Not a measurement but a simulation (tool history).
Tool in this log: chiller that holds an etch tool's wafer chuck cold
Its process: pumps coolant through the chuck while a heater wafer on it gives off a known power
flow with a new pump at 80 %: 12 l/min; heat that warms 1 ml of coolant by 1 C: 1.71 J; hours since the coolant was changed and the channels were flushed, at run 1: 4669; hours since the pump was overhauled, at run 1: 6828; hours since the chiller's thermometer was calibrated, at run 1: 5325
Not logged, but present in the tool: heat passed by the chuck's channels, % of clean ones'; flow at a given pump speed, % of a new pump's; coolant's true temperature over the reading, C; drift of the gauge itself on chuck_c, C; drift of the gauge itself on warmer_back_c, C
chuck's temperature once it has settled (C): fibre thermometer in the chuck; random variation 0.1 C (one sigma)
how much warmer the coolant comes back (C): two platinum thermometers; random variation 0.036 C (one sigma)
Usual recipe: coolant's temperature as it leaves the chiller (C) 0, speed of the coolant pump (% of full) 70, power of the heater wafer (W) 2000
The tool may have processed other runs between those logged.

| run | hour | coolant's temperature as it leaves the chiller (C) | speed of the coolant pump (% of full) | power of the heater wafer (W) | hours since the coolant was changed and the channels were flushed | hours since the pump was overhauled | hours since the chiller's thermometer was calibrated | chuck's temperature once it has settled (C) | how much warmer the coolant comes back (C) |
|---|---|---|---|---|---|---|---|---|---|
| 1 | 0 | 0 | 70 | 2000 | 4669 | 6828 | 5325 | 24.5 | 8.39 |
| 2 | 112.7 | 0 | 70 | 2000 | 4782 | 6941 | 5437 | 24.4 | 8.35 |
| 3 | 263 | 0 | 70 | 2000 | 4932 | 7091 | 5588 | 24.8 | 8.41 |
| 4 | 363.7 | 0 | 70 | 2000 | 5033 | 7192 | 5688 | 24.9 | 8.51 |
| 5 | 592 | 0 | 70 | 2000 | 5261 | 7420 | 5917 | 25.1 | 8.49 |
|  | 680.3 | chiller's thermometer calibrated |
| 6 | 692.9 | 0 | 70 | 2000 | 5361 | 7520 | 13 | 26.5 | 8.6 |
| 7 | 794.2 | 0 | 70 | 2000 | 5462 | 7621 | 114 | 26.7 | 8.57 |
| 8 | 999.5 | 0 | 70 | 2000 | 5668 | 7826 | 319 | 26.7 | 8.65 |
| 9 | 1186.7 | 0 | 70 | 2000 | 5855 | 8014 | 506 | 27 | 8.69 |
| 10 | 1416.1 | 0 | 70 | 2000 | 6084 | 8243 | 736 | 27.2 | 8.76 |
| 11 | 1559.8 | 0 | 70 | 2000 | 6228 | 8387 | 880 | 27.3 | 8.8 |
|  | 1662.3 | coolant changed, channels flushed |
| 12 | 1769.9 | 0 | 70 | 2000 | 108 | 8591 | 1084 | 23.9 | 8.89 |
| 13 | 1915.9 | -3 | 70 | 2000 | 254 | 8737 | 1230 | 20.8 | 8.87 |
| 14 | 2055.9 | 0 | 70 | 2000 | 394 | 8877 | 1370 | 24.1 | 8.93 |
| 15 | 2184.7 | 0 | 70 | 2000 | 522 | 9006 | 1498 | 24.2 | 9.01 |
| 16 | 2411.2 | 0 | 70 | 1567 | 749 | 9232 | 1725 | 19.1 | 7.12 |
| 17 | 2586.9 | -7 | 77 | 1567 | 925 | 9408 | 1901 | 10.8 | 6.43 |
| 18 | 2737.3 | -7 | 77 | 2363 | 1075 | 9558 | 2051 | 20.4 | 9.86 |
| 19 | 2831.2 | 0 | 97 | 1209 | 1169 | 9652 | 2145 | 11.9 | 3.93 |
| 20 | 2961.3 | 1 | 97 | 1043 | 1299 | 9782 | 2275 | 11 | 3.36 |
| 21 | 3071.3 | 10 | 70 | 2000 | 1409 | 9892 | 2385 | 35 | 9.28 |
| 22 | 3207.2 | -8 | 73 | 1016 | 1545 | 10028 | 2521 | 4 | 4.56 |
| 23 | 3414.6 | -2 | 76 | 2000 | 1752 | 10236 | 2728 | 21.9 | 8.68 |
|  | 3633.1 | coolant pump overhauled |
| 24 | 3647.4 | -2 | 75 | 1488 | 1980 | 14 | 2956 | 12.7 | 4.66 |
| 25 | 3792.8 | 4 | 71 | 2000 | 2125 | 160 | 3102 | 24.7 | 6.77 |
| 26 | 3983.4 | 2 | 70 | 1933 | 2316 | 350 | 3292 | 22.4 | 6.64 |
| 27 | 4189.5 | 2 | 70 | 1933 | 2522 | 556 | 3498 | 22.4 | 6.68 |
| 28 | 4382.1 | 2 | 70 | 1933 | 2715 | 749 | 3691 | 22.6 | 6.65 |
| 29 | 4510.8 | -6 | 70 | 1453 | 2844 | 878 | 3820 | 9.2 | 5.07 |
| 30 | 4622.7 | -6 | 76 | 1683 | 2955 | 990 | 3931 | 10.9 | 5.33 |
| 31 | 4782.3 | -6 | 76 | 1683 | 3115 | 1149 | 4091 | 11.1 | 5.39 |

Results per run with the tool's hidden condition removed, run-to-run variation unchanged:
| run | chuck's temperature once it has settled (C) | how much warmer the coolant comes back (C) |
|---|---|---|
| 1 | 20.4 | 6.82 |
| 2 | 20.2 | 6.76 |
| 3 | 20.4 | 6.78 |
| 4 | 20.5 | 6.84 |
| 5 | 20.3 | 6.76 |
| 6 | 20.3 | 6.84 |
| 7 | 20.4 | 6.78 |
| 8 | 20.2 | 6.8 |
| 9 | 20.3 | 6.79 |
| 10 | 20.3 | 6.79 |
| 11 | 20.2 | 6.78 |
| 12 | 20.5 | 6.79 |
| 13 | 17.2 | 6.73 |
| 14 | 20.5 | 6.74 |
| 15 | 20.5 | 6.78 |
| 16 | 16.1 | 5.31 |
| 17 | 7.9 | 4.76 |
| 18 | 15.7 | 7.29 |
| 19 | 10 | 2.89 |
| 20 | 9.4 | 2.46 |
| 21 | 30.4 | 6.75 |
| 22 | 2 | 3.31 |
| 23 | 17.3 | 6.26 |
| 24 | 12.5 | 4.65 |
| 25 | 24.1 | 6.73 |
| 26 | 21.7 | 6.57 |
| 27 | 21.6 | 6.57 |
| 28 | 21.7 | 6.51 |
| 29 | 8.7 | 4.94 |
| 30 | 10.1 | 5.18 |
| 31 | 10.2 | 5.22 |
